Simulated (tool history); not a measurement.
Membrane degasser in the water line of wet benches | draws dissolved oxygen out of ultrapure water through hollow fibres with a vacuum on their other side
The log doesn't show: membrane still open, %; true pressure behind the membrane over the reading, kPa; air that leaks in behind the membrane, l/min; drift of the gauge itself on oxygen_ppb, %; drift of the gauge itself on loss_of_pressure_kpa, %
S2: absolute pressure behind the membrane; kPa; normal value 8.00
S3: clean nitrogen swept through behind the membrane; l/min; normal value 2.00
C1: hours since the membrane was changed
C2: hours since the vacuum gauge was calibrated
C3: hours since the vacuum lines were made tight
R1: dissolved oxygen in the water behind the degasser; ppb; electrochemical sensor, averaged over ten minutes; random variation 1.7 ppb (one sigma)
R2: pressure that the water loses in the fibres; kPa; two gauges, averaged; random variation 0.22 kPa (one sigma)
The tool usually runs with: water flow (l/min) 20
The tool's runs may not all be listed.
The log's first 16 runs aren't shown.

run 17 hour=1668.7 | water_flow_(l/min)=30 S2=19.78 S3=1.04 | C1=7240 C2=2161 C3=712 | R1=997.6 R2=81.15
run 18 hour=1739.5 | water_flow_(l/min)=19 S2=13.03 S3=1.15 | C1=7311 C2=2232 C3=783 | R1=395.4 R2=51.42
run 19 hour=1861.5 | water_flow_(l/min)=19 S2=13.03 S3=1.15 | C1=7433 C2=2354 C3=905 | R1=406.6 R2=51.00
run 20 hour=1929.8 | water_flow_(l/min)=20 S2=8.00 S3=1.98 | C1=7502 C2=2423 C3=973 | R1=164.7 R2=53.91
run 21 hour=2011.4 | water_flow_(l/min)=16 S2=17.93 S3=4.06 | C1=7583 C2=2504 C3=1055 | R1=178.2 R2=43.07
run 22 hour=2142.8 | water_flow_(l/min)=16 S2=17.93 S3=4.06 | C1=7715 C2=2636 C3=1186 | R1=176.8 R2=42.93
run 23 hour=2224.1 | water_flow_(l/min)=16 S2=17.93 S3=4.06 | C1=7796 C2=2717 C3=1267 | R1=177.4 R2=42.77
run 24 hour=2322.9 | water_flow_(l/min)=16 S2=17.93 S3=4.06 | C1=7895 C2=2816 C3=1366 | R1=175.8 R2=43.11

Estimate the outcome of run 25 from the log above:
run 25 hour=2394.4 | water_flow_(l/min)=23 S2=6.82 S3=1.76 | C1=7966 C2=2887 C3=1438 | R1=? R2=?

For run 25 the tool returned R1 175.5 ppb, R2 61.60 kPa.
If the tool had no hidden condition, the same run with the same run-to-run variation would have returned R1 175.2 ppb, R2 62.87 kPa.
